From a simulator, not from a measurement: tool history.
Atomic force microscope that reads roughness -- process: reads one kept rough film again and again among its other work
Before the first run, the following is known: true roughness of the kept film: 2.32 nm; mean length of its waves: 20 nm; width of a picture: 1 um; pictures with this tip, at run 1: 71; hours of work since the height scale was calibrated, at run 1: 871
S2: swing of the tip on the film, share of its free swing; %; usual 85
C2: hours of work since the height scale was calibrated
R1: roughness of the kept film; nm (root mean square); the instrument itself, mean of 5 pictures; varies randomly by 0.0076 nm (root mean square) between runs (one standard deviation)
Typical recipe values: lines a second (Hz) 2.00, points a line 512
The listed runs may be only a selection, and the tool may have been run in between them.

Run 1, hour 0.0: usual settings; pictures with this tip 71; C2 871. Result: R1 1.310 nm (root mean square).
At hour 5.1: new tip fitted.
Run 2, hour 40.5: usual settings; pictures with this tip 49; C2 899. Result: R1 1.349 nm (root mean square).
At hour 59.9: new tip fitted.
Run 3, hour 103.5: usual settings; pictures with this tip 60; C2 943. Result: R1 1.309 nm (root mean square).
At hour 113.9: new tip fitted.
Run 4, hour 140.3: usual settings; pictures with this tip 36; C2 969. Result: R1 1.423 nm (root mean square).
At hour 169.7: new tip fitted.
Run 5, hour 198.7: usual settings; pictures with this tip 40; C2 1009. Result: R1 1.396 nm (root mean square).
At hour 225.4: new tip fitted.
Run 6, hour 256.4: usual settings; pictures with this tip 43; C2 1050. Result: R1 1.412 nm (root mean square).
At hour 279.4: new tip fitted.
Run 7, hour 288.3: usual settings; pictures with this tip 12; C2 1072. Result: R1 1.559 nm (root mean square).
Run 8, hour 316.7: usual settings; pictures with this tip 51; C2 1092. Result: R1 1.353 nm (root mean square).
At hour 334.8: new tip fitted.
Run 9, hour 374.3: usual settings; pictures with this tip 54; C2 1132. Result: R1 1.359 nm (root mean square).
At hour 388.9: new tip fitted.
Run 10, hour 406.6: usual settings but lines a second (Hz) 1.83; pictures with this tip 24; C2 1154. Result: R1 1.531 nm (root mean square).
At hour 444.4: new tip fitted.
Run 11, hour 460.7: usual settings but lines a second (Hz) 1.83; pictures with this tip 22; C2 1192. Result: R1 1.542 nm (root mean square).
At hour 500.3: new tip fitted.
Run 12, hour 504.1: usual settings but lines a second (Hz) 1.83; pictures with this tip 5; C2 1222. Result: R1 1.630 nm (root mean square).
At hour 557.6: new tip fitted.
Run 13, hour 557.6: usual settings but S2 58 %; pictures with this tip 0; C2 1260. Result: R1 1.952 nm (root mean square).
Run 14, hour 607.4: usual settings; pictures with this tip 68; C2 1295. Result: R1 1.284 nm (root mean square).
At hour 613.9: new tip fitted.
Run 15, hour 644.0: usual settings; pictures with this tip 41; C2 1320. Result: R1 1.404 nm (root mean square).
At hour 668.1: new tip fitted.
Run 16, hour 679.7: usual settings; pictures with this tip 16; C2 1345. Result: R1 1.532 nm (root mean square).
At hour 722.2: new tip fitted.
Run 17, hour 744.8: usual settings but lines a second (Hz) 1.10; pictures with this tip 31; C2 1390. Result: R1 1.632 nm (root mean square).
At hour 750.8: height scale calibrated on a step standard.
At hour 777.2: new tip fitted.
Run 18, hour 784.4: usual settings; pictures with this tip 10; C2 23. Result: R1 1.585 nm (root mean square).
At hour 832.6: new tip fitted.
Run 19, hour 841.1: usual settings but points a line 916; pictures with this tip 12; C2 63. Result: R1 1.579 nm (root mean square).
At hour 889.8: new tip fitted.
Run 20, hour 908.1: usual settings but points a line 916; pictures with this tip 25; C2 110. Result: R1 1.527 nm (root mean square).
At hour 912.1: height scale calibrated on a step standard, once more.
At hour 945.3: new tip fitted.
Run 21, hour 956.0: usual settings; pictures with this tip 15; C2 31. Result: R1 1.519 nm (root mean square).
At hour 1000.3: new tip fitted.
Run 22, hour 1015.2: usual settings; pictures with this tip 20; C2 72. Result: R1 1.495 nm (root mean square).
Run 23, hour 1048.8: usual settings but S2 79 %; pictures with this tip 66; C2 96. Result: R1 1.339 nm (root mean square).
At hour 1054.8: new tip fitted.
Run 24, hour 1102.7: usual settings but S2 79 %; pictures with this tip 66; C2 133. Result: R1 1.352 nm (root mean square).
At hour 1109.2: new tip fitted.
Run 25, hour 1148.3: usual settings but S2 59 %, points a line 610; pictures with this tip 54; C2 165. Result: R1 1.615 nm (root mean square).
At hour 1164.2: new tip fitted.
Run 26, hour 1183.5: usual settings but S2 59 %, points a line 610; pictures with this tip 26; C2 189. Result: R1 1.746 nm (root mean square).
At hour 1220.2: new tip fitted.
Run 27, hour 1232.7: usual settings but lines a second (Hz) 2.51, S2 59 %, points a line 489; pictures with this tip 18; C2 224. Result: R1 1.770 nm (root mean square).
Run 28, hour 1270.5: usual settings but lines a second (Hz) 2.51, S2 59 %, points a line 489; pictures with this tip 70; C2 250. Result: R1 1.498 nm (root mean square).
At hour 1274.5: new tip fitted.
At hour 1331.1: new tip fitted.
Run 29, hour 1333.2: usual settings but lines a second (Hz) 2.51, S2 59 %, points a line 489; pictures with this tip 3; C2 294. Result: R1 1.882 nm (root mean square).
Run 30, hour 1366.4: usual settings but S2 81 %; pictures with this tip 49; C2 317. Result: R1 1.407 nm (root mean square).
At hour 1387.6: new tip fitted.
Run 31, hour 1411.6: usual settings but S2 81 %; pictures with this tip 33; C2 348. Result: R1 1.497 nm (root mean square).
At hour 1441.7: new tip fitted.
Run 32, hour 1475.3: usual settings but lines a second (Hz) 2.45, points a line 311; pictures with this tip 47; C2 393. Result: R1 1.277 nm (root mean square).
At hour 1497.0: new tip fitted.
Run 33, hour 1514.3: usual settings but S2 57 %, points a line 658; pictures with this tip 24; C2 420. Result: R1 1.789 nm (root mean square).
At hour 1551.6: new tip fitted.
Run 34, hour 1553.5: usual settings but S2 75 %; pictures with this tip 2; C2 447. Result: R1 1.747 nm (root mean square).
Run 35, hour 1585.8: usual settings but S2 75 %; pictures with this tip 47; C2 470. Result: R1 1.489 nm (root mean square).
At hour 1608.4: new tip fitted.
Run 36, hour 1635.5: usual settings but S2 81 %, points a line 518; pictures with this tip 38; C2 505. Result: R1 1.451 nm (root mean square).
At hour 1662.7: new tip fitted.
Run 37, hour 1690.3: usual settings but S2 81 %, points a line 518; pictures with this tip 38; C2 543. Result: R1 1.478 nm (root mean square).
At hour 1718.6: new tip fitted.
Run 38, hour 1742.8: usual settings but S2 81 %, points a line 518; pictures with this tip 33; C2 579. Result: R1 1.491 nm (root mean square).
At hour 1773.1: new tip fitted.
Run 39, hour 1790.7: usual settings but lines a second (Hz) 0.70, S2 57 %; pictures with this tip 24; C2 613. Result: R1 1.837 nm (root mean square).
At hour 1827.2: new tip fitted.
Run 40, hour 1827.2: usual settings but lines a second (Hz) 1.09, S2 57 %, points a line 569; pictures with this tip 0; C2 638. Result: R1 2.021 nm (root mean square).
At hour 1883.0: new tip fitted.
Run 41, hour 1883.0: usual settings but lines a second (Hz) 1.09, S2 57 %, points a line 569; pictures with this tip 0; C2 677. Result: R1 2.004 nm (root mean square).
Run 42, hour 1910.9: usual settings but lines a second (Hz) 2.03, S2 59 %, points a line 368; pictures with this tip 38; C2 697. Result: R1 1.671 nm (root mean square).
At hour 1937.8: new tip fitted.
Run 43, hour 1947.2: usual settings but lines a second (Hz) 2.03, S2 71 %, points a line 919; pictures with this tip 13; C2 722. Result: R1 1.738 nm (root mean square).
Run 44, hour 1977.5: usual settings but lines a second (Hz) 2.57, S2 78 %, points a line 916; pictures with this tip 55; C2 743. Result: R1 1.373 nm (root mean square).
At hour 1994.9: new tip fitted.
Run 45, hour 2018.4: usual settings but lines a second (Hz) 0.89, S2 60 %, points a line 756; pictures with this tip 32; C2 772. Result: R1 1.787 nm (root mean square).
At hour 2049.4: new tip fitted.
Run 46, hour 2061.1: usual settings but lines a second (Hz) 0.89, S2 60 %, points a line 402; pictures with this tip 16; C2 801. Result: R1 1.884 nm (root mean square).
At hour 2108.6: new tip fitted.
Run 47, hour 2116.9: usual settings but lines a second (Hz) 0.89, S2 60 %, points a line 402; pictures with this tip 11; C2 840. Result: R1 1.887 nm (root mean square).
At hour 2164.3: new tip fitted.
Run 48, hour 2177.8: usual settings but lines a second (Hz) 1.02, S2 65 %, points a line 337; pictures with this tip 19; C2 883. Result: R1 1.831 nm (root mean square).

What if the next run were any one of these 4? Each begins from the tool's condition after run 48:
Run A, hour 2209.4: usual settings but lines a second (Hz) 1.02, S2 77 %, points a line 775; pictures with this tip 62; C2 905. Result: R1 ?.
Run B, hour 2209.4: usual settings but lines a second (Hz) 3.66, points a line 653; pictures with this tip 62; C2 905. Result: R1 ?.
Run C, hour 2209.4: usual settings but lines a second (Hz) 1.11, S2 74 %, points a line 337; pictures with this tip 62; C2 905. Result: R1 ?.
Run D, hour 2209.4: usual settings but lines a second (Hz) 1.55; pictures with this tip 62; C2 905. Result: R1 ?.

run     R1
  A  1.524
  B  1.088
  C  1.504
  D  1.358
Stripped of hidden state, with their random variation kept, the same runs would have yielded:
run     R1
  A  1.896
  B  1.355
  C  1.871
  D  1.691
